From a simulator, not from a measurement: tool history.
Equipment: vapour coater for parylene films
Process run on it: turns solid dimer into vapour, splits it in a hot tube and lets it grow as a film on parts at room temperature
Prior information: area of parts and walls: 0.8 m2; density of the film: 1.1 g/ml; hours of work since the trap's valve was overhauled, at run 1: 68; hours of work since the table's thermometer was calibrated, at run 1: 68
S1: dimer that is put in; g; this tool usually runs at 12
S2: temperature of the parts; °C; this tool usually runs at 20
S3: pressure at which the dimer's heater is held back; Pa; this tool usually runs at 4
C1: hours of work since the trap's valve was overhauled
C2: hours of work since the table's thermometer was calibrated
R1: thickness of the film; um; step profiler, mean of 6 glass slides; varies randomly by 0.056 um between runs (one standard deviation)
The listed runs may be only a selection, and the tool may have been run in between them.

| run | hour | S1 | S2 | S3 | C1 | C2 | R1 |
|---|---|---|---|---|---|---|---|
| 1 | 0 | 12 | 20 | 4 | 68 | 68 | 6.34 |
| 2 | 48.3 | 12 | 20 | 4 | 90 | 90 | 6.22 |
| 3 | 95.6 | 12 | 20 | 4 | 111 | 111 | 6.25 |
| 4 | 129.5 | 12 | 20 | 4 | 126 | 126 | 6.06 |
| 5 | 169.9 | 12 | 20 | 4.03 | 144 | 144 | 6.08 |
| 6 | 204.6 | 12 | 20 | 4 | 159 | 159 | 5.98 |
| 7 | 252.7 | 12 | 20 | 4 | 180 | 180 | 5.89 |
| 8 | 304 | 12 | 20 | 10.67 | 203 | 203 | 5.54 |
| 9 | 343.5 | 12 | 20 | 10.67 | 220 | 220 | 5.42 |
| 10 | 400.8 | 12 | 13 | 4 | 246 | 246 | 7.41 |
| 11 | 425.8 | 12 | 13 | 4 | 257 | 257 | 7.36 |
| 12 | 455.7 | 12 | 13 | 4 | 270 | 270 | 7.2 |
| 13 | 483.5 | 12 | 13 | 4 | 282 | 282 | 7.31 |
|  | 492.9 | trap's valve overhauled |
| 14 | 540.4 | 10 | 13 | 4 | 21 | 306 | 5.39 |
|  | 584.1 | trap's valve overhauled, once more |
| 15 | 603 | 10 | 16 | 4 | 8 | 332 | 6.3 |
| 16 | 648 | 10 | 16 | 4.01 | 28 | 351 | 6.25 |
| 17 | 675.2 | 12 | 20 | 3.77 | 40 | 363 | 6.48 |
| 18 | 703.3 | 12 | 24 | 3.77 | 53 | 376 | 5.59 |
| 19 | 731.1 | 10 | 18 | 3.64 | 65 | 388 | 5.7 |
| 20 | 787.3 | 6 | 18 | 4.99 | 90 | 413 | 3.32 |
| 21 | 844.8 | 6 | 18 | 4.99 | 115 | 438 | 3.31 |
| 22 | 891.1 | 6 | 18 | 4.99 | 136 | 459 | 3.23 |
| 23 | 944.3 | 6 | 20 | 2.52 | 159 | 482 | 3.12 |
| 24 | 970.4 | 8 | 24 | 2.52 | 171 | 494 | 3.52 |
| 25 | 1022.5 | 12 | 23 | 7.97 | 194 | 517 | 5.1 |
| 26 | 1055.6 | 12 | 31 | 4 | 208 | 532 | 3.93 |
| 27 | 1099.6 | 16 | 20 | 4 | 228 | 551 | 7.8 |
| 28 | 1142 | 12 | 25 | 4.42 | 247 | 570 | 4.78 |

For each entry between runs, how does the tool's hidden state at the last listed run before it compare with that at the first listed run after it?
After run 13, before run 14: trap's valve overhauled (hour 492.9)
  vapour lost through the trap's worn valve, %: 14 -> 23.2; true temperature of the parts over the reading, C: 0.03 -> 0.04
  measured less the result without the state, R1: -1.2 -> -1.64 um
After run 14, before run 15: trap's valve overhauled, once more (hour 584.1)
  vapour lost through the trap's worn valve, %: 23.2 -> 0.6; true temperature of the parts over the reading, C: 0.04 -> 0.06
  measured less the result without the state, R1: -1.64 -> -0.05 um

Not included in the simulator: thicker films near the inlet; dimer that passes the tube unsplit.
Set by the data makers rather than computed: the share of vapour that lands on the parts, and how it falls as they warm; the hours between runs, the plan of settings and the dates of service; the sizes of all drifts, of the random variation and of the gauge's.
